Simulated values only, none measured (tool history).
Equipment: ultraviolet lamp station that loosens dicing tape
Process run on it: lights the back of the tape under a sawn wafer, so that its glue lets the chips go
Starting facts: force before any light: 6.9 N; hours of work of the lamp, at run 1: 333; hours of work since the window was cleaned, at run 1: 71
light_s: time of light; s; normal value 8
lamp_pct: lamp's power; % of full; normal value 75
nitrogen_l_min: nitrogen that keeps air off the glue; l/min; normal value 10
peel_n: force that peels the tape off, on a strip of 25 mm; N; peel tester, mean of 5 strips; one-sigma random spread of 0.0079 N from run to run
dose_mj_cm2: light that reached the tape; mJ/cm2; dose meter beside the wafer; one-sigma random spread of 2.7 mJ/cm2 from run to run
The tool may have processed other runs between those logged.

run     day  light_s  lamp_pct  nitrogen_l_min  hours of work of the lamp  hours of work since the window was cleaned  peel_n  dose_mj_cm2
  1   0.000        8        75              10                        333                                          71   0.308          358
  2   0.875        8        75              10                        346                                          84   0.307          356
  3   1.325        8        92              10                        352                                          90   0.166          438
  4   2.167        8        92              10                        364                                         102   0.180          436
  5   2.612        8        92              10                        371                                         109   0.182          440
  6   3.262        8        92              10                        380                                         118   0.177          437
  7   3.942        8        75              10                        390                                         128   0.303          361
  8   4.804        8        75               7                        402                                         140   0.378          358
  9   5.329        8        75               7                        409                                         148   0.397          352
 10   6.142        8        75              10                        421                                         159   0.299          356
 11   6.762        8        75              10                        430                                         168   0.308          354
 12   7.262        8        75              10                        437                                         175   0.317          360
 13   7.708       10        75              10                        443                                         182   0.162          438
 14   8.225        8        75              10                        451                                         189   0.304          356
 15   8.975        8        75               3                        462                                         200   0.711          358
 16   9.546        8        91              18                        470                                         208   0.138          431
 17  10.154       10        75               3                        478                                         217   0.394          444
 18  10.846       15        92               3                        488                                         226   0.091          827
 19  11.646       11        73               6                        500                                         238   0.191          473
 20  12.375       11        61               3                        510                                         248   0.552          398
 21  13.100        8        63              17                        521                                         259   0.367          298
 22  13.608       10        68              17                        528                                         266   0.171          403
 23  14.300        8        91              10                        538                                         276   0.178          432
 24  14.933        8        91              10                        547                                         285   0.180          431
 25  15.683        4        91              18                        557                                         296   0.758          212
 26  16.233        4        91              18                        565                                         303   0.771          214
 27  16.683        6        77               7                        572                                         310   0.718          273
 28  17.262       15        62              10                        580                                         318   0.096          549

Alternative continuations, all from the tool just after run 28; predict every row:
  A  17.654       15        84               3                        586                                         324       ?            ?
  B  17.654        4        74               3                        586                                         324       ?            ?
  C  17.654        4        92              13                        586                                         324       ?            ?
  D  17.654        7        73              18                        586                                         324       ?            ?
  E  17.654        7        75              18                        586                                         324       ?            ?

run  peel_n  dose_mj_cm2
  A   0.103          747
  B   2.086          176
  C   0.883          220
  D   0.322          303
  E   0.322          313
Without the tool's hidden state the same runs would have given:
run  peel_n  dose_mj_cm2
  A   0.103          748
  B   2.081          176
  C   0.880          220
  D   0.321          304
  E   0.321          314
